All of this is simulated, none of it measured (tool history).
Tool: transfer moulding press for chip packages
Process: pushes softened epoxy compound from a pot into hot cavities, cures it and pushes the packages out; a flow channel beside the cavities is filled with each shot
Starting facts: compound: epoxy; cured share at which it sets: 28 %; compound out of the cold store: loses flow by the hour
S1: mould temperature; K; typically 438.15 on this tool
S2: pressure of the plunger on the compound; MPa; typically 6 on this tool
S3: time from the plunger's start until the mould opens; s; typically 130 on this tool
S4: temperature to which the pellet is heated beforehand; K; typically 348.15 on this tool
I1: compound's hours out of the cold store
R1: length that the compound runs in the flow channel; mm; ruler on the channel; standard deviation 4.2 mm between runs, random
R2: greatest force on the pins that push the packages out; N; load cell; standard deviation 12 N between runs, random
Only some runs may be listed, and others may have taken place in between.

run,hour,S1,S2,S3,S4,I1,R1,R2
1,0,438.15,6,130,348.15,44.3,691,694
2,20.2,436.15,6,130,348.15,46.4,687,873
3,40.7,438.15,6,130,352.15,17.2,776,887
4,60.8,438.15,6,130,352.15,9.7,794,952
# hour 72.2: cavities cleaned with cleaning compound and waxed
5,81.4,438.15,6,130,348.15,47.5,683,630
6,102.1,438.15,6.66,130,348.15,21.9,792,724
# hour 114.3: plunger's sealing rings changed
7,116.4,438.15,6,130,348.15,20.6,786,780
8,128.7,438.15,6,130,348.15,12.1,812,864
9,148.2,438.15,6,130,348.15,44.8,709,868
10,158,438.15,6,130,348.15,30.7,751,881
# hour 173.5: cavities cleaned with cleaning compound and waxed
11,181.8,438.15,6,130,348.15,30.6,744,597
# hour 190.3: mould's thermocouples calibrated
12,205.7,438.15,6,165,348.15,36.7,722,546
13,225.9,438.15,6,165,348.15,41.8,704,585
14,244.9,438.15,6,147,348.15,47.7,691,691
15,256.5,440.15,6,130,350.15,34.8,722,786
16,269.2,442.15,5.86,146,350.15,26.2,731,664
# hour 273.6: cavities cleaned with cleaning compound and waxed
17,286.2,440.15,5.87,117,343.15,25.5,737,658
18,296.9,434.15,5.74,131,339.15,22.5,757,868
19,319.2,434.15,5.74,142,358.15,43.2,693,800
20,337.8,438.15,6,136,342.15,18.2,767,763
21,360.5,438.15,6,136,342.15,10.2,790,863
# hour 372.4: cavities cleaned with cleaning compound and waxed
22,384.1,438.15,6,136,342.15,13.7,783,587
23,402,436.15,5.42,113,354.15,25.4,706,1024
24,416.2,441.15,5.52,126,355.15,18.8,718,687
# hour 427: plunger's sealing rings changed
25,442.4,441.15,5.41,126,355.15,46,667,705
26,466.1,438.15,6,154,348.15,36,732,703
# hour 472.4: cavities cleaned with cleaning compound and waxed
27,487.5,434.15,6,130,338.15,15.1,814,916
28,505.4,438.15,7.28,116,348.15,16.5,884,912

Below are 3 alternative next runs, each starting from the tool's condition after run 28. Predict each:
A,525.2,438.15,7.28,134,348.15,14.3,?,?
B,525.2,431.15,6.12,130,348.15,43.8,?,?
C,525.2,431.15,7.28,116,353.15,8.8,?,?

run,R1,R2
A,880,774
B,727,1279
C,932,1778
With the hidden condition removed and each run's random variation left untouched, the same runs would have given:
run,R1,R2
A,894,537
B,738,887
C,947,1233
